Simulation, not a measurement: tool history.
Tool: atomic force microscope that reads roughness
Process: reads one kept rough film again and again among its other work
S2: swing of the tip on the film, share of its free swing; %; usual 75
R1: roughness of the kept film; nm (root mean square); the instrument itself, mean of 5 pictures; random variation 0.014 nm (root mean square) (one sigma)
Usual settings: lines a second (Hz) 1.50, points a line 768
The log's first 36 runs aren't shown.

Run 37, hour 639.9: usual settings but lines a second (Hz) 1.77, S2 62 %, points a line 991. Result: R1 3.230 nm (root mean square).
Run 38, hour 655.3: usual settings but lines a second (Hz) 1.77, S2 62 %, points a line 991. Result: R1 3.227 nm (root mean square).
Run 39, hour 674.5: usual settings but lines a second (Hz) 2.66, points a line 290. Result: R1 3.033 nm (root mean square).
Run 40, hour 696.9: usual settings but lines a second (Hz) 3.63, S2 84 %, points a line 529. Result: R1 2.753 nm (root mean square).
Run 41, hour 709.3: usual settings but lines a second (Hz) 3.02, S2 74 %. Result: R1 2.966 nm (root mean square).
At hour 716.6: new tip fitted.
Run 42, hour 729.8: usual settings but lines a second (Hz) 0.97, S2 86 %, points a line 851. Result: R1 3.254 nm (root mean square).
Run 43, hour 749.7: usual settings but lines a second (Hz) 0.97, S2 64 %, points a line 851. Result: R1 3.318 nm (root mean square).
Run 44, hour 761.5: usual settings but lines a second (Hz) 2.09, S2 76 %, points a line 851. Result: R1 3.161 nm (root mean square).
Run 45, hour 772.6: usual settings but lines a second (Hz) 2.09, S2 76 %, points a line 851. Result: R1 3.143 nm (root mean square).
Run 46, hour 784.9: usual settings but lines a second (Hz) 1.72, S2 60 %. Result: R1 3.250 nm (root mean square).
Run 47, hour 797.1: usual settings but lines a second (Hz) 0.63. Result: R1 3.239 nm (root mean square).
Run 48, hour 815.8: usual settings but lines a second (Hz) 0.63. Result: R1 3.218 nm (root mean square).
Run 49, hour 835.0: usual settings but lines a second (Hz) 2.83, S2 64 %, points a line 511. Result: R1 3.127 nm (root mean square).
Run 50, hour 853.3: usual settings but lines a second (Hz) 1.41, S2 64 %, points a line 517. Result: R1 3.150 nm (root mean square).
At hour 856.0: new tip fitted.
Run 51, hour 871.4: usual settings but S2 76 %, points a line 310. Result: R1 3.238 nm (root mean square).
Run 52, hour 891.0: usual settings but points a line 656. Result: R1 3.235 nm (root mean square).
Run 53, hour 912.9: usual settings but lines a second (Hz) 2.80, S2 55 %, points a line 580. Result: R1 3.276 nm (root mean square).

3 ways to go on from here, each from the tool as it stands after run 53. What would each give?
Run A, hour 923.4: usual settings but lines a second (Hz) 0.57, S2 69 %, points a line 558. Result: R1 ?.
Run B, hour 923.4: usual settings but lines a second (Hz) 2.63, points a line 329. Result: R1 ?.
Run C, hour 923.4: usual settings but S2 88 %. Result: R1 ?.

run     R1
  A  3.281
  B  3.068
  C  3.070
Without the tool's hidden state the same runs would have given:
run     R1
  A  3.394
  B  3.173
  C  3.176

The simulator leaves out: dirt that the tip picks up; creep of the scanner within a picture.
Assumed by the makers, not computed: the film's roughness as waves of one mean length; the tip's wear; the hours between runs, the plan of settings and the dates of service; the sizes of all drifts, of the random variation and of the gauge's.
